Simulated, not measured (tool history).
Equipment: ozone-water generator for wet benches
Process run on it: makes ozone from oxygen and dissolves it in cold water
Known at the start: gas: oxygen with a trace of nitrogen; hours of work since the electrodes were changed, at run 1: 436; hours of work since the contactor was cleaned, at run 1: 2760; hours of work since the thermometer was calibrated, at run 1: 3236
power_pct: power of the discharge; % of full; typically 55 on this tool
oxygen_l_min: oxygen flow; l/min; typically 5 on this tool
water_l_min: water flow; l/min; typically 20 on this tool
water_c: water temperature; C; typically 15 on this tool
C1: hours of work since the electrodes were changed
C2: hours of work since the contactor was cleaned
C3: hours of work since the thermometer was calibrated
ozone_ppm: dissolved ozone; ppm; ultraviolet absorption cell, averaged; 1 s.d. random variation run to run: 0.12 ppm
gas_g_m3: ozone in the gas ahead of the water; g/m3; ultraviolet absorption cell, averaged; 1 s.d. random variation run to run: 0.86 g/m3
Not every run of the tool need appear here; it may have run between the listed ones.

{"run": 1, "hour": 0.0, "power_pct": 55, "oxygen_l_min": 5, "water_l_min": 20, "water_c": 15, "C1": 436, "C2": 2760, "C3": 3236, "ozone_ppm": 11.5, "gas_g_m3": 139.1}
{"run": 2, "hour": 38.6, "power_pct": 55, "oxygen_l_min": 5, "water_l_min": 20, "water_c": 15, "C1": 460, "C2": 2784, "C3": 3259, "ozone_ppm": 11.4, "gas_g_m3": 139.1}
{"run": 3, "hour": 72.7, "power_pct": 55, "oxygen_l_min": 5, "water_l_min": 20, "water_c": 15, "C1": 481, "C2": 2805, "C3": 3280, "ozone_ppm": 11.1, "gas_g_m3": 138.4}
{"run": 4, "hour": 109.9, "power_pct": 55, "oxygen_l_min": 5, "water_l_min": 20, "water_c": 14, "C1": 504, "C2": 2827, "C3": 3303, "ozone_ppm": 11.5, "gas_g_m3": 139.6}
{"run": 5, "hour": 134.4, "power_pct": 55, "oxygen_l_min": 8.8, "water_l_min": 20, "water_c": 15, "C1": 519, "C2": 2842, "C3": 3318, "ozone_ppm": 12.7, "gas_g_m3": 116}
{"run": 6, "hour": 167.9, "power_pct": 55, "oxygen_l_min": 5, "water_l_min": 19, "water_c": 15, "C1": 539, "C2": 2863, "C3": 3338, "ozone_ppm": 11.9, "gas_g_m3": 138.4}
{"run": 7, "hour": 199.0, "power_pct": 55, "oxygen_l_min": 5, "water_l_min": 19, "water_c": 15, "C1": 558, "C2": 2882, "C3": 3357, "ozone_ppm": 11.9, "gas_g_m3": 138.9}
{"run": 8, "hour": 226.4, "power_pct": 55, "oxygen_l_min": 5, "water_l_min": 19, "water_c": 15, "C1": 575, "C2": 2899, "C3": 3374, "ozone_ppm": 11.8, "gas_g_m3": 138.2}
{"run": 9, "hour": 279.6, "power_pct": 55, "oxygen_l_min": 5, "water_l_min": 19, "water_c": 15, "C1": 607, "C2": 2931, "C3": 3407, "ozone_ppm": 11.9, "gas_g_m3": 140.2}
{"run": 10, "hour": 334.0, "power_pct": 55, "oxygen_l_min": 5, "water_l_min": 19, "water_c": 15, "C1": 641, "C2": 2964, "C3": 3440, "ozone_ppm": 11.8, "gas_g_m3": 139}
{"run": 11, "hour": 358.1, "power_pct": 55, "oxygen_l_min": 5, "water_l_min": 19, "water_c": 15, "C1": 655, "C2": 2979, "C3": 3455, "ozone_ppm": 11.8, "gas_g_m3": 137.8}
{"run": 12, "hour": 416.1, "power_pct": 48, "oxygen_l_min": 5, "water_l_min": 19, "water_c": 15, "C1": 691, "C2": 3014, "C3": 3490, "ozone_ppm": 10.4, "gas_g_m3": 125.4}
{"run": 13, "hour": 449.5, "power_pct": 48, "oxygen_l_min": 5, "water_l_min": 19, "water_c": 15, "C1": 711, "C2": 3035, "C3": 3510, "ozone_ppm": 10.6, "gas_g_m3": 125.3}
{"run": 14, "hour": 487.3, "power_pct": 55, "oxygen_l_min": 5, "water_l_min": 20, "water_c": 15, "C1": 734, "C2": 3058, "C3": 3533, "ozone_ppm": 11.3, "gas_g_m3": 138.6}
{"run": 15, "hour": 544.7, "power_pct": 55, "oxygen_l_min": 5, "water_l_min": 20, "water_c": 15, "C1": 769, "C2": 3093, "C3": 3569, "ozone_ppm": 11.2, "gas_g_m3": 138.9}
{"run": 16, "hour": 596.7, "power_pct": 55, "oxygen_l_min": 5, "water_l_min": 20, "water_c": 15, "C1": 801, "C2": 3125, "C3": 3600, "ozone_ppm": 11.2, "gas_g_m3": 138}
{"run": 17, "hour": 620.3, "power_pct": 55, "oxygen_l_min": 5, "water_l_min": 20, "water_c": 15, "C1": 816, "C2": 3139, "C3": 3615, "ozone_ppm": 11.2, "gas_g_m3": 137.6}
{"run": 18, "hour": 655.7, "power_pct": 55, "oxygen_l_min": 4.95, "water_l_min": 12, "water_c": 14, "C1": 837, "C2": 3161, "C3": 3636, "ozone_ppm": 18, "gas_g_m3": 137.3}
{"run": 19, "hour": 710.5, "power_pct": 81, "oxygen_l_min": 3.79, "water_l_min": 26, "water_c": 7, "C1": 871, "C2": 3194, "C3": 3670, "ozone_ppm": 11, "gas_g_m3": 200.8}
{"run": 20, "hour": 742.8, "power_pct": 81, "oxygen_l_min": 3.79, "water_l_min": 26, "water_c": 7, "C1": 890, "C2": 3214, "C3": 3690, "ozone_ppm": 10.9, "gas_g_m3": 202.8}
{"run": 21, "hour": 769.9, "power_pct": 55, "oxygen_l_min": 8.17, "water_l_min": 20, "water_c": 9, "C1": 907, "C2": 3231, "C3": 3706, "ozone_ppm": 13.5, "gas_g_m3": 118.4}
{"run": 22, "hour": 801.8, "power_pct": 55, "oxygen_l_min": 8.17, "water_l_min": 20, "water_c": 9, "C1": 926, "C2": 3250, "C3": 3726, "ozone_ppm": 13.7, "gas_g_m3": 117.6}
{"run": 23, "hour": 847.3, "power_pct": 48, "oxygen_l_min": 5, "water_l_min": 25, "water_c": 15, "C1": 954, "C2": 3278, "C3": 3753, "ozone_ppm": 8.1, "gas_g_m3": 123.9}
{"run": 24, "hour": 902.5, "power_pct": 48, "oxygen_l_min": 5, "water_l_min": 25, "water_c": 15, "C1": 988, "C2": 3312, "C3": 3787, "ozone_ppm": 7.9, "gas_g_m3": 123.9}
{"run": 25, "hour": 930.2, "power_pct": 48, "oxygen_l_min": 7.28, "water_l_min": 31, "water_c": 8, "C1": 1005, "C2": 3329, "C3": 3804, "ozone_ppm": 8, "gas_g_m3": 110.4}
{"run": 26, "hour": 986.3, "power_pct": 48, "oxygen_l_min": 7.28, "water_l_min": 31, "water_c": 8, "C1": 1039, "C2": 3363, "C3": 3838, "ozone_ppm": 7.7, "gas_g_m3": 111.3}
{"run": 27, "hour": 1042.9, "power_pct": 48, "oxygen_l_min": 3.23, "water_l_min": 31, "water_c": 8, "C1": 1074, "C2": 3397, "C3": 3873, "ozone_ppm": 5.7, "gas_g_m3": 142.8}
{"run": 28, "hour": 1100.4, "power_pct": 58, "oxygen_l_min": 4.12, "water_l_min": 31, "water_c": 8, "C1": 1109, "C2": 3433, "C3": 3908, "ozone_ppm": 7.2, "gas_g_m3": 152.3}
{"run": 29, "hour": 1157.0, "power_pct": 71, "oxygen_l_min": 5, "water_l_min": 20, "water_c": 15, "C1": 1143, "C2": 3467, "C3": 3943, "ozone_ppm": 13.5, "gas_g_m3": 166.4}
{"run": 30, "hour": 1213.7, "power_pct": 71, "oxygen_l_min": 5, "water_l_min": 20, "water_c": 15, "C1": 1178, "C2": 3502, "C3": 3977, "ozone_ppm": 13.3, "gas_g_m3": 166.7}
{"run": 31, "hour": 1260.9, "power_pct": 75, "oxygen_l_min": 3.05, "water_l_min": 17, "water_c": 8, "C1": 1207, "C2": 3531, "C3": 4006, "ozone_ppm": 14.9, "gas_g_m3": 202.1}
{"run": 32, "hour": 1305.8, "power_pct": 75, "oxygen_l_min": 3.05, "water_l_min": 17, "water_c": 8, "C1": 1234, "C2": 3558, "C3": 4034, "ozone_ppm": 15.3, "gas_g_m3": 202}

Run 33, settings as shown, results not yet in. Your forecast:
{"run": 33, "hour": 1352.6, "power_pct": 75, "oxygen_l_min": 3.05, "water_l_min": 17, "water_c": 8, "C1": 1263, "C2": 3587, "C3": 4062, "ozone_ppm": "?", "gas_g_m3": "?"}

{"run 33": {"ozone_ppm": 14.9, "gas_g_m3": 201.2}}
If the tool had no hidden condition, the same run with the same run-to-run variation would have returned ozone_ppm 16.5 ppm, gas_g_m3 208.7 g/m3.
